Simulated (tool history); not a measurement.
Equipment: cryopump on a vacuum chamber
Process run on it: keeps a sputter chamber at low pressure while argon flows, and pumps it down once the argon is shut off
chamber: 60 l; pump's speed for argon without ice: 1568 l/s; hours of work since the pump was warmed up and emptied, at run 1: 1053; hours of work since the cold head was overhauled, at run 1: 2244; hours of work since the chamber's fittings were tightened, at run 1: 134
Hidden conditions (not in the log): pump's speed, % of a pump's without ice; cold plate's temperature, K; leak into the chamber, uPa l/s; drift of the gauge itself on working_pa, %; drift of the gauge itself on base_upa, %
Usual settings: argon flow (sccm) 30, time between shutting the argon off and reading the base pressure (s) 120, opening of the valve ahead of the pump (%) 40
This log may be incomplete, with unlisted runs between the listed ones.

| run | hour | argon flow (sccm) | time between shutting the argon off and reading the base pressure (s) | opening of the valve ahead of the pump (%) | hours of work since the pump was warmed up and emptied | hours of work since the cold head was overhauled | hours of work since the chamber's fittings were tightened | pressure while argon flows (Pa) | pressure after the wait (uPa) |
|---|---|---|---|---|---|---|---|---|---|
| 1 | 0 | 30 | 120 | 40 | 1053 | 2244 | 134 | 0.0956 | 0.78 |
| 2 | 91.6 | 30 | 120 | 40 | 1100 | 2290 | 180 | 0.0975 | 0.8 |
|  | 207.9 | pump warmed up, emptied and cooled again |
| 3 | 207.9 | 30 | 120 | 21 | 0 | 2347 | 237 | 0.1538 | 0.69 |
| 4 | 273.1 | 53 | 120 | 21 | 33 | 2380 | 270 | 0.2765 | 0.75 |
| 5 | 358.7 | 53 | 120 | 21 | 77 | 2424 | 314 | 0.2768 | 0.76 |
| 6 | 473 | 30 | 120 | 40 | 135 | 2482 | 372 | 0.0833 | 0.77 |
| 7 | 547.9 | 30 | 273 | 40 | 173 | 2520 | 410 | 0.0831 | 0.6 |
| 8 | 641.2 | 30 | 273 | 40 | 220 | 2567 | 457 | 0.0824 | 0.65 |
| 9 | 699.2 | 30 | 203 | 40 | 250 | 2597 | 487 | 0.0839 | 0.72 |
| 10 | 762.9 | 30 | 203 | 40 | 282 | 2629 | 519 | 0.0846 | 0.77 |
| 11 | 869.8 | 30 | 203 | 40 | 337 | 2684 | 574 | 0.0859 | 0.82 |
| 12 | 988.6 | 30 | 203 | 40 | 397 | 2744 | 634 | 0.0869 | 0.88 |
| 13 | 1048.1 | 30 | 28 | 40 | 428 | 2774 | 664 | 0.0868 | 2.21 |
| 14 | 1119.3 | 30 | 28 | 40 | 464 | 2811 | 701 | 0.0875 | 2.16 |
| 15 | 1212 | 30 | 28 | 40 | 511 | 2858 | 748 | 0.0886 | 2.27 |
| 16 | 1337.6 | 30 | 28 | 40 | 575 | 2922 | 812 | 0.0884 | 2.36 |
| 17 | 1389.8 | 30 | 120 | 40 | 601 | 2948 | 838 | 0.0897 | 1.2 |
| 18 | 1463.1 | 43 | 91 | 24 | 639 | 2986 | 876 | 0.2067 | 1.32 |
| 19 | 1534 | 15 | 40 | 49 | 675 | 3022 | 912 | 0.0383 | 1.95 |
| 20 | 1585.5 | 14 | 96 | 49 | 701 | 3048 | 938 | 0.0353 | 1.37 |
| 21 | 1685.3 | 30 | 43 | 36 | 752 | 3099 | 989 | 0.1005 | 1.96 |
| 22 | 1805.7 | 13 | 43 | 42 | 813 | 3160 | 1050 | 0.0388 | 2.05 |
| 23 | 1931.7 | 16 | 43 | 49 | 877 | 3224 | 1114 | 0.0419 | 2.11 |
| 24 | 2055.7 | 16 | 43 | 49 | 940 | 3287 | 1177 | 0.0434 | 2.18 |
| 25 | 2119.3 | 16 | 43 | 49 | 973 | 3320 | 1210 | 0.0433 | 2.24 |
| 26 | 2218.5 | 19 | 203 | 40 | 1023 | 3370 | 1260 | 0.0616 | 1.51 |
| 27 | 2328.2 | 15 | 74 | 46 | 1079 | 3426 | 1316 | 0.0439 | 2 |
| 28 | 2451.2 | 15 | 74 | 46 | 1142 | 3488 | 1378 | 0.045 | 2.1 |
|  | 2492.6 | pump warmed up, emptied and cooled again |
| 29 | 2556.3 | 15 | 243 | 49 | 32 | 3539 | 1429 | 0.0342 | 1.17 |
| 30 | 2680.2 | 15 | 243 | 49 | 95 | 3602 | 1492 | 0.0344 | 1.27 |
| 31 | 2731.5 | 46 | 57 | 29 | 122 | 3629 | 1519 | 0.1761 | 1.87 |
| 32 | 2782.4 | 16 | 57 | 29 | 147 | 3654 | 1544 | 0.0609 | 1.84 |
| 33 | 2867.8 | 30 | 146 | 22 | 191 | 3698 | 1588 | 0.1507 | 1.51 |
| 34 | 2981.2 | 30 | 146 | 22 | 249 | 3756 | 1646 | 0.1514 | 1.58 |

Subtracting, for every run, the result it would have given without the tool's unlogged condition from the measured result gives the following. The same run-to-run variation enters both numbers; the gauge's scatter may not:
| run | pressure while argon flows (Pa) | pressure after the wait (uPa) |
|---|---|---|
| 1 | +0.0155 | +0.23 |
| 2 | +0.0165 | +0.27 |
| 3 | +0.0009 | +0.15 |
| 4 | +0.0022 | +0.18 |
| 5 | +0.003 | +0.2 |
| 6 | +0.0024 | +0.24 |
| 7 | +0.0028 | +0.28 |
| 8 | +0.0034 | +0.31 |
| 9 | +0.0037 | +0.32 |
| 10 | +0.004 | +0.35 |
| 11 | +0.0048 | +0.4 |
| 12 | +0.0055 | +0.44 |
| 13 | +0.006 | +0.46 |
| 14 | +0.0066 | +0.49 |
| 15 | +0.0073 | +0.55 |
| 16 | +0.0081 | +0.62 |
| 17 | +0.0086 | +0.63 |
| 18 | +0.0132 | +0.66 |
| 19 | +0.0049 | +0.71 |
| 20 | +0.0048 | +0.74 |
| 21 | +0.0111 | +0.79 |
| 22 | +0.0052 | +0.86 |
| 23 | +0.0071 | +0.93 |
| 24 | +0.0077 | +1.01 |
| 25 | +0.0081 | +1.06 |
| 26 | +0.0103 | +1.12 |
| 27 | +0.0087 | +1.21 |
| 28 | +0.0095 | +1.33 |
| 29 | +0.001 | +0.82 |
| 30 | +0.0013 | +0.9 |
| 31 | +0.0044 | +0.92 |
| 32 | +0.0016 | +0.92 |
| 33 | +0.0037 | +0.99 |
| 34 | +0.0044 | +1.05 |
